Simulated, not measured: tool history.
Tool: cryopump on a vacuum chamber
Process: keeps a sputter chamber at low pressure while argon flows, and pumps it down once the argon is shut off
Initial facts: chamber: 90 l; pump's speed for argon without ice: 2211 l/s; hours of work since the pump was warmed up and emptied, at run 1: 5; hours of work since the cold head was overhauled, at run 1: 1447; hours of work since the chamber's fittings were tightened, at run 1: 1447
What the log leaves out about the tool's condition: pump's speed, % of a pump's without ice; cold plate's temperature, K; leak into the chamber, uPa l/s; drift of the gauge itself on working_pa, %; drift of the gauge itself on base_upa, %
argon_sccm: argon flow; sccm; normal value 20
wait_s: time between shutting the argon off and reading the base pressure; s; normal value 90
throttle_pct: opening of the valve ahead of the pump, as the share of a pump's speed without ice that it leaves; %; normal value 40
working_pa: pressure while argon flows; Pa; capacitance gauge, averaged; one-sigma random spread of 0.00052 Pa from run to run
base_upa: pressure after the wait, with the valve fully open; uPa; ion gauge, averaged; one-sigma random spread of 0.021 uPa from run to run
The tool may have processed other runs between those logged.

run,hour,argon_sccm,wait_s,throttle_pct,hours of work since the pump was warmed up and emptied,hours of work since the cold head was overhauled,hours of work since the chamber's fittings were tightened,working_pa,base_upa
1,0.0,20,90,40,5,1447,1447,0.0381,1.21
2,76.4,20,90,40,68,1510,1510,0.0390,1.23
3,193.5,20,90,40,165,1606,1606,0.0396,1.33
4,296.5,20,90,40,249,1691,1691,0.0407,1.41
5,383.8,20,90,40,321,1762,1762,0.0409,1.49
6,509.2,20,90,40,424,1866,1866,0.0414,1.65
# hour 550.9: pump warmed up, emptied and cooled again
7,578.3,20,90,40,23,1918,1918,0.0376,1.44
8,640.1,20,179,40,73,1969,1969,0.0392,1.34
9,748.2,11,30,19,162,2058,2058,0.0453,2.10
10,837.7,11,30,19,236,2131,2131,0.0449,2.22
11,929.3,11,30,19,311,2207,2207,0.0458,2.29
12,1043.3,28,47,16,405,2300,2300,0.1378,2.07
# hour 1105.5: pump warmed up, emptied and cooled again
13,1172.1,20,35,40,55,2402,2402,0.0387,2.21
14,1261.8,20,24,40,128,2476,2476,0.0391,2.57

3 options for the next run, each taken on its own from the tool as it stands now. Forecast them:
A,1368.4,20,225,59,216,2563,2563,?,?
B,1368.4,20,90,45,216,2563,2563,?,?
C,1368.4,20,40,38,216,2563,2563,?,?

run,working_pa,base_upa
A,0.0281,1.73
B,0.0359,1.87
C,0.0414,2.25
Stripped of hidden state, with their random variation kept, the same runs would have yielded:
run,working_pa,base_upa
A,0.0263,0.27
B,0.0342,0.42
C,0.0397,0.78

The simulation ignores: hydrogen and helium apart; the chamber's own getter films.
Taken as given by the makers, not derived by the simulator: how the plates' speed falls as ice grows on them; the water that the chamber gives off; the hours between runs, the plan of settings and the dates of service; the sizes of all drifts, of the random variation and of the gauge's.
